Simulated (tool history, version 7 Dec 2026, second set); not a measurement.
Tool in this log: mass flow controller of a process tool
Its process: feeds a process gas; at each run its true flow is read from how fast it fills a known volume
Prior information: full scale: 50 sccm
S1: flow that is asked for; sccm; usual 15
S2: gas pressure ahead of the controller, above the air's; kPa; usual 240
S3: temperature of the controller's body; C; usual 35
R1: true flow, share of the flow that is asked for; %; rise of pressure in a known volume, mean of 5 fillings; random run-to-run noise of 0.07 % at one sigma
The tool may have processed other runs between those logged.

Run 1, hour 0.0: usual settings. Result: R1 98.55 %.
Run 2, hour 171.5: usual settings. Result: R1 98.46 %.
Run 3, hour 429.2: usual settings but S1 23 sccm. Result: R1 98.72 %.
Run 4, hour 631.4: usual settings but S1 23 sccm. Result: R1 98.70 %.
Run 5, hour 938.2: usual settings but S3 30 C. Result: R1 98.30 %.
Run 6, hour 1310.7: usual settings but S3 30 C. Result: R1 98.32 %.
Run 7, hour 1610.5: usual settings. Result: R1 98.49 %.
Run 8, hour 1987.4: usual settings. Result: R1 98.52 %.
Run 9, hour 2195.3: usual settings. Result: R1 98.44 %.
Run 10, hour 2573.3: usual settings. Result: R1 98.47 %.
Run 11, hour 2825.2: usual settings. Result: R1 98.39 %.
Run 12, hour 3076.8: usual settings. Result: R1 98.46 %.
Run 13, hour 3316.0: usual settings. Result: R1 98.43 %.
Run 14, hour 3519.2: usual settings. Result: R1 98.59 %.
Run 15, hour 3746.4: usual settings but S1 12 sccm, S3 23 C. Result: R1 98.04 %.
Run 16, hour 4137.1: usual settings but S1 12 sccm, S2 218 kPa, S3 22 C. Result: R1 98.10 %.
Run 17, hour 4323.8: usual settings but S1 12 sccm, S2 218 kPa, S3 22 C. Result: R1 97.93 %.
Run 18, hour 4697.5: usual settings but S1 9 sccm, S2 173 kPa, S3 23 C. Result: R1 98.83 %.
Run 19, hour 5006.0: usual settings but S1 9 sccm, S2 216 kPa, S3 36 C. Result: R1 98.91 %.
Run 20, hour 5398.9: usual settings but S3 29 C. Result: R1 98.10 %.
Run 21, hour 5617.8: usual settings but S2 223 kPa, S3 29 C. Result: R1 98.32 %.
Run 22, hour 5982.8: usual settings but S2 223 kPa, S3 29 C. Result: R1 98.36 %.
Run 23, hour 6264.8: usual settings but S2 261 kPa, S3 23 C. Result: R1 97.88 %.
Run 24, hour 6487.5: usual settings but S2 279 kPa. Result: R1 98.31 %.
Run 25, hour 6853.8: usual settings but S2 279 kPa, S3 21 C. Result: R1 97.63 %.
Run 26, hour 7243.8: usual settings but S2 279 kPa, S3 21 C. Result: R1 97.71 %.
Run 27, hour 7571.9: usual settings but S1 29 sccm, S2 279 kPa, S3 21 C. Result: R1 97.71 %.

Per-run results on a tool with no hidden state, each run keeping its own random variation:
Hidden conditions of the tool in this case: flow at rest that the sensor doesn't see, % of full scale; true flow over the shown one, %; drift of the gauge itself on true_pct, %.
run     R1
  1  98.36
  2  98.28
  3  98.77
  4  98.76
  5  98.12
  6  98.15
  7  98.32
  8  98.36
  9  98.29
 10  98.32
 11  98.24
 12  98.31
 13  98.29
 14  98.44
 15  97.66
 16  97.71
 17  97.54
 18  97.98
 19  98.05
 20  97.99
 21  98.22
 22  98.26
 23  97.78
 24  98.22
 25  97.54
 26  97.63
 27  98.30

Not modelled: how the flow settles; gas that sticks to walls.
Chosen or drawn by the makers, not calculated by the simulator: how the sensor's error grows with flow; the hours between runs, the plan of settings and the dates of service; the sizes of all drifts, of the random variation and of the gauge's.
